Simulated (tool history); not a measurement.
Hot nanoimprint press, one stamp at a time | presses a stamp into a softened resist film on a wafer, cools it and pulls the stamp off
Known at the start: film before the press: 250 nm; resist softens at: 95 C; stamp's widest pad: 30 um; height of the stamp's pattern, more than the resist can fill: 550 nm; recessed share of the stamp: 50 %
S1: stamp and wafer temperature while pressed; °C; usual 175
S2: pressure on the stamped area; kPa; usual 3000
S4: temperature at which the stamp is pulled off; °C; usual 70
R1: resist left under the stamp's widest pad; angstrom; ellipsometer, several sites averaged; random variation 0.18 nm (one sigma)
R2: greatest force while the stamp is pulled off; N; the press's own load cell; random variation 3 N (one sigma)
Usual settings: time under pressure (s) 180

{"run": 1, "day": 0.0, "S1": 175, "S2": 3000, "time under pressure (s)": 180, "S4": 70, "R1": 962, "R2": 201}
{"day": 0.475, "done": "stamp cleaned and given a new release coat"}
{"run": 2, "day": 0.604, "S1": 175, "S2": 3000, "time under pressure (s)": 180, "S4": 70, "R1": 965, "R2": 176}
{"run": 3, "day": 0.858, "S1": 175, "S2": 3000, "time under pressure (s)": 180, "S4": 70, "R1": 963, "R2": 173}
{"run": 4, "day": 1.162, "S1": 179, "S2": 3000, "time under pressure (s)": 180, "S4": 70, "R1": 865, "R2": 164}
{"run": 5, "day": 1.546, "S1": 179, "S2": 3000, "time under pressure (s)": 180, "S4": 70, "R1": 863, "R2": 173}
{"run": 6, "day": 1.979, "S1": 179, "S2": 3000, "time under pressure (s)": 180, "S4": 70, "R1": 863, "R2": 169}
{"run": 7, "day": 2.2, "S1": 181, "S2": 3000, "time under pressure (s)": 180, "S4": 70, "R1": 822, "R2": 175}
{"run": 8, "day": 2.625, "S1": 175, "S2": 3000, "time under pressure (s)": 284, "S4": 70, "R1": 810, "R2": 175}
{"run": 9, "day": 2.858, "S1": 175, "S2": 3000, "time under pressure (s)": 155, "S4": 70, "R1": 1016, "R2": 179}
{"run": 10, "day": 3.258, "S1": 175, "S2": 3000, "time under pressure (s)": 155, "S4": 70, "R1": 1018, "R2": 186}
{"run": 11, "day": 3.538, "S1": 175, "S2": 3000, "time under pressure (s)": 155, "S4": 70, "R1": 1015, "R2": 174}
{"run": 12, "day": 3.788, "S1": 175, "S2": 3000, "time under pressure (s)": 155, "S4": 70, "R1": 1015, "R2": 178}
{"run": 13, "day": 4.067, "S1": 175, "S2": 3000, "time under pressure (s)": 155, "S4": 70, "R1": 1017, "R2": 183}
{"run": 14, "day": 4.4, "S1": 175, "S2": 2090, "time under pressure (s)": 155, "S4": 70, "R1": 1219, "R2": 179}
{"run": 15, "day": 4.6, "S1": 175, "S2": 2090, "time under pressure (s)": 155, "S4": 70, "R1": 1215, "R2": 184}
{"run": 16, "day": 4.846, "S1": 181, "S2": 4420, "time under pressure (s)": 114, "S4": 70, "R1": 794, "R2": 177}
{"run": 17, "day": 5.283, "S1": 181, "S2": 4420, "time under pressure (s)": 114, "S4": 70, "R1": 794, "R2": 175}
{"run": 18, "day": 5.533, "S1": 175, "S2": 3000, "time under pressure (s)": 179, "S4": 73, "R1": 962, "R2": 175}
{"run": 19, "day": 5.729, "S1": 181, "S2": 3000, "time under pressure (s)": 197, "S4": 70, "R1": 791, "R2": 184}
{"day": 5.875, "done": "plate thermocouple calibrated"}
{"run": 20, "day": 6.033, "S1": 181, "S2": 3000, "time under pressure (s)": 197, "S4": 70, "R1": 788, "R2": 189}
{"run": 21, "day": 6.338, "S1": 175, "S2": 2470, "time under pressure (s)": 120, "S4": 76, "R1": 1217, "R2": 161}
{"run": 22, "day": 6.517, "S1": 172, "S2": 4030, "time under pressure (s)": 103, "S4": 57, "R1": 1094, "R2": 229}
{"day": 6.942, "done": "plate thermocouple calibrated, once more"}
{"run": 23, "day": 7.029, "S1": 172, "S2": 4030, "time under pressure (s)": 103, "S4": 57, "R1": 1116, "R2": 231}
{"run": 24, "day": 7.379, "S1": 172, "S2": 4030, "time under pressure (s)": 103, "S4": 57, "R1": 1116, "R2": 229}
{"run": 25, "day": 7.679, "S1": 172, "S2": 4030, "time under pressure (s)": 103, "S4": 57, "R1": 1113, "R2": 241}
{"run": 26, "day": 7.962, "S1": 172, "S2": 4030, "time under pressure (s)": 103, "S4": 57, "R1": 1116, "R2": 240}
{"run": 27, "day": 8.221, "S1": 172, "S2": 4030, "time under pressure (s)": 103, "S4": 57, "R1": 1116, "R2": 234}
{"run": 28, "day": 8.446, "S1": 168, "S2": 2890, "time under pressure (s)": 254, "S4": 66, "R1": 1064, "R2": 207}
{"run": 29, "day": 8.725, "S1": 168, "S2": 3890, "time under pressure (s)": 347, "S4": 76, "R1": 810, "R2": 169}

5 ways to go on from here, each from the tool as it stands after run 29. What would each give?
{"run": "A", "day": 9.0, "S1": 168, "S2": 3890, "time under pressure (s)": 90, "S4": 77, "R1": "?", "R2": "?"}
{"run": "B", "day": 9.0, "S1": 168, "S2": 2800, "time under pressure (s)": 355, "S4": 76, "R1": "?", "R2": "?"}
{"run": "C", "day": 9.0, "S1": 179, "S2": 3000, "time under pressure (s)": 180, "S4": 70, "R1": "?", "R2": "?"}
{"run": "D", "day": 9.0, "S1": 175, "S2": 3000, "time under pressure (s)": 180, "S4": 69, "R1": "?", "R2": "?"}
{"run": "E", "day": 9.0, "S1": 168, "S2": 3890, "time under pressure (s)": 285, "S4": 63, "R1": "?", "R2": "?"}

run=A R1=1321 R2=169
run=B R1=956 R2=171
run=C R1=875 R2=198
run=D R1=975 R2=202
run=E R1=875 R2=226
Without the tool's hidden state the same runs would have given:
run=A R1=1311 R2=148
run=B R1=951 R2=150
run=C R1=869 R2=174
run=D R1=969 R2=178
run=E R1=868 R2=198
